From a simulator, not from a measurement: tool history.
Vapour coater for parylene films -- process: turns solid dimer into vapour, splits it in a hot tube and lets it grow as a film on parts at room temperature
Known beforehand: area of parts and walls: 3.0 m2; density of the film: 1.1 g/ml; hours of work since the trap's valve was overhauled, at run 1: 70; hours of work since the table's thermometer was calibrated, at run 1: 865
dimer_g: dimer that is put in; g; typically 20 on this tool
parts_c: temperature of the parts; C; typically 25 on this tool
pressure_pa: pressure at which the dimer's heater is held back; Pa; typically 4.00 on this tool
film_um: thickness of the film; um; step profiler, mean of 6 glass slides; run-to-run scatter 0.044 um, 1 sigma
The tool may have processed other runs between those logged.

run,hour,dimer_g,parts_c,pressure_pa,hours of work since the trap's valve was overhauled,hours of work since the table's thermometer was calibrated,film_um
1,0.0,20,25,4.00,70,865,4.84
2,33.2,20,25,4.00,89,884,4.73
3,71.0,20,25,4.00,111,906,4.77
4,117.6,20,25,6.58,138,933,4.47
5,153.0,20,25,6.58,158,953,4.46
6,187.5,20,25,6.58,178,973,4.31
7,216.8,20,25,4.00,195,990,4.76
8,243.2,20,25,4.00,210,1005,4.70
9,274.7,20,25,4.00,228,1023,4.64
10,317.4,13,25,4.00,253,1048,3.01
11,346.0,20,25,4.00,269,1064,4.58
12,379.6,20,25,4.00,288,1084,4.62
# hour 395.2: trap's valve overhauled
13,423.8,20,25,4.00,16,1107,4.81
14,446.5,20,25,4.00,30,1120,4.85
15,469.9,20,25,4.00,43,1133,4.79
# hour 489.6: table's thermometer calibrated
16,501.4,20,25,4.00,61,7,4.92
17,536.0,20,25,4.00,80,27,4.87
18,570.6,20,25,4.00,100,47,4.86
19,616.4,18,34,2.21,127,73,3.80
20,641.1,10,22,6.60,141,87,2.41
21,661.6,10,22,6.60,153,99,2.40
22,706.8,31,35,4.00,179,125,5.89
23,750.1,20,25,4.00,204,150,4.81

Run 24 comes next. What will it give?
24,794.4,20,25,4.00,229,175,?

film_um: 4.78 um
Had the tool carried no hidden state, the very same run would have given film_um 4.98 um.
